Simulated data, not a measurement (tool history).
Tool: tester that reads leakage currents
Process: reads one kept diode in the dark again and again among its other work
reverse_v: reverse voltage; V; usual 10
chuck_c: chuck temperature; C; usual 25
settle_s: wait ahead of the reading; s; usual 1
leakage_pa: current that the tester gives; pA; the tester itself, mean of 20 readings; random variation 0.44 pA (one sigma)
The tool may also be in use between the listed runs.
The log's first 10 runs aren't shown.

run      day  reverse_v  chuck_c  settle_s  leakage_pa
      81.679  -- tester calibrated
      91.133  -- probe card cleaned and baked
 11   91.646          5       25         1       94.49
 12   96.925          5       25         1       94.57
 13  103.108          5       25         1       93.41
 14    109.3          5       25         1       93.01
     110.467  -- chuck's temperature calibrated
       111.1  -- tester calibrated, once more
 15  118.117          5       25         1      101.06
 16  123.958         10       25         1      142.76
 17  130.588         10       25         1      142.04
 18  141.071          3       25         1       75.35
 19  149.346       15.8       25         1      176.19
 20  156.338        5.1       59      0.45     1835.55
 21  163.517        1.2       39      7.33      166.49
 22  171.662        1.2       39      7.33       164.8
 23  177.954        1.2       39      7.33      161.69
     179.658  -- chuck's temperature calibrated
 24  182.779         10       40      0.48      585.19
 25  188.462        7.8       32      6.86      249.07
 26  194.742        7.8       58      5.89     2212.07
 27  204.933        7.8       58      5.89     2181.99
 28  214.488        7.8       58      5.89     2157.89
     219.812  -- probe card cleaned and baked
 29   220.25        9.3       27      1.11      160.07
 30  227.071        9.3       25      0.39      137.22
 31  235.462       13.5       25      0.39      164.52
 32  241.508        1.2       58      0.33      826.17
     248.533  -- chuck's temperature calibrated
 33  252.275        1.5       36      8.67      154.65
 34  260.508        1.5       36      8.67      153.22
 35   267.15        1.5       36      8.67      150.95

3 ways to go on from here, each from the tool as it stands after run 35. What would each give?
  A  275.104         10       46         1           ?
  B  275.104        2.2       49      0.91           ?
  C  275.104       18.4       29      5.57           ?

run  leakage_pa
  A       921.1
  B      557.92
  C      276.85
Without the tool's hidden state the same runs would have given:
run  leakage_pa
  A      955.45
  B      579.96
  C      282.02
